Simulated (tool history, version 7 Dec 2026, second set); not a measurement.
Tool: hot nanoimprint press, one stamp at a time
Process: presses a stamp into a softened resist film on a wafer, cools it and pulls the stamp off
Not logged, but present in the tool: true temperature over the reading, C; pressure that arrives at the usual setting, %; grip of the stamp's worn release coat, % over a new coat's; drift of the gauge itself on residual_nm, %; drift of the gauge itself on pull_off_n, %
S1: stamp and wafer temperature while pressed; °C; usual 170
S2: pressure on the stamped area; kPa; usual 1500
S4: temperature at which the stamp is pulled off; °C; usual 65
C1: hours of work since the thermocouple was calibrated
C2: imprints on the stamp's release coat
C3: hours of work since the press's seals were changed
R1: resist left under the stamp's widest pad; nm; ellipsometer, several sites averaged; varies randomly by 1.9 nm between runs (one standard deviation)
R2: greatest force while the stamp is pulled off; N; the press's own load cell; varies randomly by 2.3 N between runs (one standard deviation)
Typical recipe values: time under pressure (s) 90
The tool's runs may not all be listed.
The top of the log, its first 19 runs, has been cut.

Run 20, hour 1014.2: usual settings but S2 1810 kPa, time under pressure (s) 53, S4 54 °C; C1 38; C2 565; C3 1018. Result: R1 328.1 nm, R2 138 N.
Run 21, hour 1047.5: usual settings but S2 1810 kPa, time under pressure (s) 53, S4 54 °C; C1 64; C2 734; C3 1044. Result: R1 327.6 nm, R2 144 N.
At hour 1066.9: stamp cleaned and given a new release coat.
Run 22, hour 1106.9: usual settings but S4 63 °C; C1 105; C2 203; C3 1085. Result: R1 292.5 nm, R2 107 N.
Run 23, hour 1164.4: usual settings but time under pressure (s) 133, S4 63 °C; C1 150; C2 494; C3 1130. Result: R1 262.0 nm, R2 115 N.
Run 24, hour 1205.2: usual settings but S1 165 °C, S2 1680 kPa, time under pressure (s) 75, S4 53 °C; C1 182; C2 701; C3 1162. Result: R1 363.7 nm, R2 148 N.
At hour 1234.6: stamp cleaned and given a new release coat.
Run 25, hour 1274.9: usual settings but S2 1000 kPa, time under pressure (s) 70; C1 231; C2 203; C3 1211. Result: R1 393.5 nm, R2 109 N.
Run 26, hour 1320.6: usual settings but time under pressure (s) 81, S4 59 °C; C1 267; C2 435; C3 1247. Result: R1 304.6 nm, R2 123 N.
At hour 1346.9: press's hydraulic seals changed and the load cell set to zero.
At hour 1382.3: plate thermocouple calibrated.
Run 27, hour 1391.9: usual settings but time under pressure (s) 81, S4 59 °C; C1 7; C2 741; C3 33. Result: R1 310.0 nm, R2 136 N.
At hour 1408.8: stamp cleaned and given a new release coat.
Run 28, hour 1440.2: usual settings but S2 1180 kPa, time under pressure (s) 62, S4 71 °C; C1 40; C2 159; C3 66. Result: R1 375.6 nm, R2 94 N.
Run 29, hour 1502.3: usual settings but S2 2020 kPa, time under pressure (s) 62, S4 57 °C; C1 89; C2 474; C3 114. Result: R1 284.1 nm, R2 128 N.
Run 30, hour 1535.1: usual settings but S1 178 °C, S4 69 °C; C1 114; C2 640; C3 140. Result: R1 216.9 nm, R2 109 N.

Below are 3 alternative next runs, each starting from the tool's condition after run 30. Predict each:
Run A, hour 1561.4: usual settings but S2 1040 kPa; C1 135; C2 773; C3 160. Result: R1 ?, R2 ?.
Run B, hour 1561.4: usual settings but S2 1070 kPa, time under pressure (s) 75, S4 70 °C; C1 135; C2 773; C3 160. Result: R1 ?, R2 ?.
Run C, hour 1561.4: usual settings but S1 178 °C, S2 950 kPa, S4 69 °C; C1 135; C2 773; C3 160. Result: R1 ?, R2 ?.

run     R1   R2
  A  354.2  119
  B  370.3  107
  C  278.7  111
Stripped of hidden state, with their random variation kept, the same runs would have yielded:
run     R1   R2
  A  360.9  102
  B  377.1   92
  C  283.8   95
